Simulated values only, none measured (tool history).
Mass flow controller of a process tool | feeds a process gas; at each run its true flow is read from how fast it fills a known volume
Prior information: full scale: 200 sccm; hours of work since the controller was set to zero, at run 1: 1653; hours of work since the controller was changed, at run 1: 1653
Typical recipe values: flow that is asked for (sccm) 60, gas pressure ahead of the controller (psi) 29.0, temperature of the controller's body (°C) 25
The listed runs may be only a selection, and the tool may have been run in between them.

| run | hour | flow that is asked for (sccm) | gas pressure ahead of the controller (psi) | temperature of the controller's body (°C) | hours of work since the controller was set to zero | hours of work since the controller was changed | true flow (%) |
|---|---|---|---|---|---|---|---|
| 1 | 0.0 | 60 | 29.0 | 25 | 1653 | 1653 | 97.36 |
| 2 | 151.1 | 60 | 29.0 | 25 | 1712 | 1712 | 97.33 |
| 3 | 264.3 | 60 | 29.0 | 25 | 1757 | 1757 | 97.26 |
| 4 | 397.4 | 60 | 29.0 | 25 | 1810 | 1810 | 97.26 |
| 5 | 548.8 | 60 | 34.4 | 25 | 1870 | 1870 | 97.40 |
| 6 | 663.1 | 60 | 29.4 | 25 | 1916 | 1916 | 97.23 |
| 7 | 806.5 | 60 | 29.0 | 25 | 1972 | 1972 | 97.22 |
| 8 | 873.7 | 60 | 29.0 | 25 | 1999 | 1999 | 97.16 |
| 9 | 939.3 | 33 | 29.0 | 25 | 2025 | 2025 | 96.39 |
| 10 | 1049.0 | 60 | 29.0 | 34 | 2069 | 2069 | 97.70 |
| 11 | 1194.1 | 25 | 29.0 | 25 | 2126 | 2126 | 95.89 |
| 12 | 1308.9 | 31 | 29.0 | 25 | 2172 | 2172 | 96.29 |
| 13 | 1401.9 | 31 | 29.0 | 25 | 2209 | 2209 | 96.10 |
| 14 | 1561.4 | 31 | 29.0 | 25 | 2272 | 2272 | 96.08 |
| 15 | 1661.1 | 31 | 39.2 | 25 | 2311 | 2311 | 96.22 |
| 16 | 1737.3 | 31 | 39.2 | 25 | 2342 | 2342 | 96.29 |
| 17 | 1804.0 | 42 | 29.0 | 25 | 2368 | 2368 | 96.54 |
| 18 | 1901.9 | 44 | 29.0 | 26 | 2407 | 2407 | 96.50 |
| 19 | 1972.0 | 44 | 29.0 | 26 | 2435 | 2435 | 96.60 |
| 20 | 2128.4 | 142 | 32.6 | 25 | 2497 | 2497 | 98.25 |
| 21 | 2274.6 | 142 | 32.6 | 25 | 2555 | 2555 | 98.07 |
| 22 | 2388.6 | 51 | 33.1 | 39 | 2600 | 2600 | 97.63 |
| 23 | 2519.8 | 51 | 33.1 | 39 | 2652 | 2652 | 97.52 |
| 24 | 2648.8 | 60 | 20.3 | 25 | 2703 | 2703 | 96.70 |
| 25 | 2800.9 | 60 | 20.3 | 25 | 2764 | 2764 | 96.61 |
| 26 | 2876.8 | 93 | 20.6 | 26 | 2794 | 2794 | 97.17 |
| 27 | 3001.1 | 79 | 38.4 | 39 | 2843 | 2843 | 98.11 |
| 28 | 3159.3 | 47 | 29.0 | 27 | 2906 | 2906 | 96.49 |
| 29 | 3232.7 | 164 | 37.7 | 27 | 2935 | 2935 | 98.47 |

A few steps of true flow (%) between consecutive runs. Split each: what settings, incoming material and random variation would produce without the hidden state, and what is left over for the hidden state, along with gauge scatter present in only one of the two compared results (measured, and without hidden state):
Hidden conditions of the tool in this case: flow at rest that the sensor doesn't see, % of full scale; true flow over the shown one, %; drift of the gauge itself on true_pct, %.
Run 10 -> 11: flow that is asked for (sccm) 60 -> 25, temperature of the controller's body (°C) 34 -> 25. true flow (%) -1.81: hidden state -0.88, all else -0.93.
Run 28 -> 29: flow that is asked for (sccm) 47 -> 164, gas pressure ahead of the controller (psi) 29.0 -> 37.7. true flow (%) +1.98: hidden state +0.70, all else +1.28.
